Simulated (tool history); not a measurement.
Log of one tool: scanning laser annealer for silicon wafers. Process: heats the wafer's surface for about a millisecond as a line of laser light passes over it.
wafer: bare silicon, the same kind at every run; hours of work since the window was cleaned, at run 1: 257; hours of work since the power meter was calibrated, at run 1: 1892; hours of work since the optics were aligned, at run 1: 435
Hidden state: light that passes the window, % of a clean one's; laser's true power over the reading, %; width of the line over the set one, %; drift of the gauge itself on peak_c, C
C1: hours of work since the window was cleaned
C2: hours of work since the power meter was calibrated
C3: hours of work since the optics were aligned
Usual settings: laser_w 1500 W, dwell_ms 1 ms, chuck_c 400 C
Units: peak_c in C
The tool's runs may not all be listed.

{"run": 1, "day": 0.0, "laser_w": 1500, "dwell_ms": 1, "chuck_c": 400, "C1": 257, "C2": 1892, "C3": 435, "peak_c": 1193.5}
{"run": 2, "day": 2.554, "laser_w": 1500, "dwell_ms": 1, "chuck_c": 400, "C1": 299, "C2": 1934, "C3": 477, "peak_c": 1191}
{"run": 3, "day": 3.992, "laser_w": 1500, "dwell_ms": 1, "chuck_c": 400, "C1": 322, "C2": 1957, "C3": 500, "peak_c": 1192}
{"run": 4, "day": 5.7, "laser_w": 1500, "dwell_ms": 0.92, "chuck_c": 400, "C1": 349, "C2": 1984, "C3": 528, "peak_c": 1159.9}
{"run": 5, "day": 9.204, "laser_w": 1500, "dwell_ms": 1, "chuck_c": 397, "C1": 406, "C2": 2041, "C3": 584, "peak_c": 1185.3}
{"run": 6, "day": 10.904, "laser_w": 1500, "dwell_ms": 1, "chuck_c": 397, "C1": 433, "C2": 2069, "C3": 612, "peak_c": 1184.8}
{"run": 7, "day": 14.258, "laser_w": 1500, "dwell_ms": 1, "chuck_c": 397, "C1": 488, "C2": 2123, "C3": 666, "peak_c": 1183.3}
{"run": 8, "day": 17.658, "laser_w": 1500, "dwell_ms": 1.12, "chuck_c": 400, "C1": 543, "C2": 2178, "C3": 721, "peak_c": 1228}
{"day": 19.112, "done": "window over the wafer cleaned"}
{"run": 9, "day": 19.229, "laser_w": 1500, "dwell_ms": 1.12, "chuck_c": 400, "C1": 2, "C2": 2202, "C3": 745, "peak_c": 1243.3}
{"day": 19.767, "done": "optics aligned, line set to its width"}
{"run": 10, "day": 21.525, "laser_w": 1500, "dwell_ms": 1.12, "chuck_c": 400, "C1": 36, "C2": 2236, "C3": 28, "peak_c": 1250.1}
{"run": 11, "day": 22.946, "laser_w": 1500, "dwell_ms": 1.12, "chuck_c": 400, "C1": 59, "C2": 2259, "C3": 51, "peak_c": 1250.6}
{"run": 12, "day": 25.867, "laser_w": 1500, "dwell_ms": 1, "chuck_c": 369, "C1": 106, "C2": 2306, "C3": 99, "peak_c": 1172.4}
{"run": 13, "day": 29.346, "laser_w": 1500, "dwell_ms": 1, "chuck_c": 369, "C1": 162, "C2": 2362, "C3": 155, "peak_c": 1170.9}
{"run": 14, "day": 32.142, "laser_w": 1500, "dwell_ms": 1, "chuck_c": 369, "C1": 207, "C2": 2407, "C3": 200, "peak_c": 1170.4}
{"run": 15, "day": 33.75, "laser_w": 1500, "dwell_ms": 1, "chuck_c": 369, "C1": 233, "C2": 2433, "C3": 226, "peak_c": 1168.1}
{"run": 16, "day": 36.104, "laser_w": 1500, "dwell_ms": 1, "chuck_c": 369, "C1": 271, "C2": 2471, "C3": 264, "peak_c": 1165.9}
{"run": 17, "day": 38.279, "laser_w": 1500, "dwell_ms": 1.23, "chuck_c": 400, "C1": 306, "C2": 2506, "C3": 299, "peak_c": 1280.8}
{"run": 18, "day": 40.162, "laser_w": 1564, "dwell_ms": 1, "chuck_c": 400, "C1": 337, "C2": 2537, "C3": 330, "peak_c": 1227.6}
{"run": 19, "day": 42.35, "laser_w": 1564, "dwell_ms": 1, "chuck_c": 400, "C1": 372, "C2": 2572, "C3": 365, "peak_c": 1225.7}
{"run": 20, "day": 45.588, "laser_w": 1564, "dwell_ms": 1, "chuck_c": 400, "C1": 425, "C2": 2625, "C3": 417, "peak_c": 1222.7}
{"run": 21, "day": 48.929, "laser_w": 1276, "dwell_ms": 1, "chuck_c": 416, "C1": 479, "C2": 2679, "C3": 471, "peak_c": 1099.4}
{"run": 22, "day": 51.1, "laser_w": 1448, "dwell_ms": 1.01, "chuck_c": 400, "C1": 514, "C2": 2714, "C3": 507, "peak_c": 1170.3}
{"run": 23, "day": 53.775, "laser_w": 1361, "dwell_ms": 1, "chuck_c": 400, "C1": 557, "C2": 2757, "C3": 550, "peak_c": 1122.1}
{"day": 54.142, "done": "window over the wafer cleaned"}
{"run": 24, "day": 57.146, "laser_w": 1326, "dwell_ms": 1, "chuck_c": 404, "C1": 49, "C2": 2810, "C3": 603, "peak_c": 1120.8}
{"run": 25, "day": 59.633, "laser_w": 1326, "dwell_ms": 1, "chuck_c": 404, "C1": 89, "C2": 2850, "C3": 643, "peak_c": 1118.4}
{"run": 26, "day": 62.671, "laser_w": 1500, "dwell_ms": 1, "chuck_c": 415, "C1": 138, "C2": 2899, "C3": 692, "peak_c": 1213.6}
{"run": 27, "day": 65.683, "laser_w": 1500, "dwell_ms": 0.82, "chuck_c": 400, "C1": 187, "C2": 2948, "C3": 741, "peak_c": 1125}
{"day": 66.45, "done": "optics aligned, line set to its width"}
{"run": 28, "day": 67.554, "laser_w": 1535, "dwell_ms": 1.23, "chuck_c": 438, "C1": 213, "C2": 2975, "C3": 18, "peak_c": 1348.2}
{"run": 29, "day": 70.925, "laser_w": 1535, "dwell_ms": 1.23, "chuck_c": 372, "C1": 268, "C2": 3029, "C3": 72, "peak_c": 1279.5}
{"run": 30, "day": 73.529, "laser_w": 1575, "dwell_ms": 0.72, "chuck_c": 427, "C1": 310, "C2": 3071, "C3": 114, "peak_c": 1146.8}
{"run": 31, "day": 76.825, "laser_w": 1557, "dwell_ms": 1.25, "chuck_c": 438, "C1": 363, "C2": 3125, "C3": 168, "peak_c": 1361.8}
{"run": 32, "day": 78.6, "laser_w": 1557, "dwell_ms": 1.25, "chuck_c": 438, "C1": 392, "C2": 3154, "C3": 196, "peak_c": 1360}
{"run": 33, "day": 80.083, "laser_w": 1368, "dwell_ms": 0.71, "chuck_c": 423, "C1": 416, "C2": 3177, "C3": 220, "peak_c": 1048.9}
{"day": 80.946, "done": "laser's power meter calibrated"}
{"run": 34, "day": 81.971, "laser_w": 1368, "dwell_ms": 0.71, "chuck_c": 423, "C1": 444, "C2": 17, "C3": 249, "peak_c": 1032.9}
{"run": 35, "day": 84.262, "laser_w": 1595, "dwell_ms": 0.71, "chuck_c": 423, "C1": 482, "C2": 54, "C3": 286, "peak_c": 1123.5}
{"run": 36, "day": 85.767, "laser_w": 1595, "dwell_ms": 0.71, "chuck_c": 423, "C1": 506, "C2": 78, "C3": 310, "peak_c": 1121.6}
{"run": 37, "day": 87.417, "laser_w": 1595, "dwell_ms": 0.71, "chuck_c": 423, "C1": 532, "C2": 105, "C3": 337, "peak_c": 1121.1}
{"run": 38, "day": 88.908, "laser_w": 1595, "dwell_ms": 0.71, "chuck_c": 423, "C1": 557, "C2": 129, "C3": 361, "peak_c": 1122.8}
{"day": 89.304, "done": "window over the wafer cleaned"}
{"run": 39, "day": 90.767, "laser_w": 1621, "dwell_ms": 0.86, "chuck_c": 437, "C1": 24, "C2": 157, "C3": 390, "peak_c": 1225}

Hidden state at the last listed run before each entry between runs and at the first one after, where it differs:
Between runs 8 and 9: window over the wafer cleaned (day 19.112)
  light that passes the window, % of a clean one's: 98.08 -> 99.88; laser's true power over the reading, %: 1.96 -> 1.98; width of the line over the set one, %: 3.01 -> 3.12
  measured less the result without the state, peak_c: -10.7 -> +2.9 C
Between runs 9 and 10: optics aligned, line set to its width (day 19.767)
  light that passes the window, % of a clean one's: 99.88 -> 99.79; laser's true power over the reading, %: 1.98 -> 2.01; width of the line over the set one, %: 3.12 -> 0.56
  measured less the result without the state, peak_c: +2.9 -> +11.6 C
Between runs 23 and 24: window over the wafer cleaned (day 54.142)
  light that passes the window, % of a clean one's: 98.12 -> 99.74; laser's true power over the reading, %: 2.5 -> 2.55; width of the line over the set one, %: 2.82 -> 3.04
  measured less the result without the state, peak_c: -5 -> +5.3 C
Between runs 27 and 28: optics aligned, line set to its width (day 66.45)
  light that passes the window, % of a clean one's: 99.29 -> 99.22; laser's true power over the reading, %: 2.67 -> 2.7; width of the line over the set one, %: 3.63 -> 0.24
  measured less the result without the state, peak_c: +1.4 -> +14.5 C
Between runs 33 and 34: laser's power meter calibrated (day 80.946)
  light that passes the window, % of a clean one's: 98.57 -> 98.48; laser's true power over the reading, %: 2.88 -> 0.13; width of the line over the set one, %: 1.12 -> 1.23
  measured less the result without the state, peak_c: +5 -> -11.1 C
Between runs 38 and 39: window over the wafer cleaned (day 89.304)
  light that passes the window, % of a clean one's: 98.13 -> 99.78; laser's true power over the reading, %: 0.23 -> 0.25; width of the line over the set one, %: 1.74 -> 1.86
  measured less the result without the state, peak_c: -16 -> -6.1 C
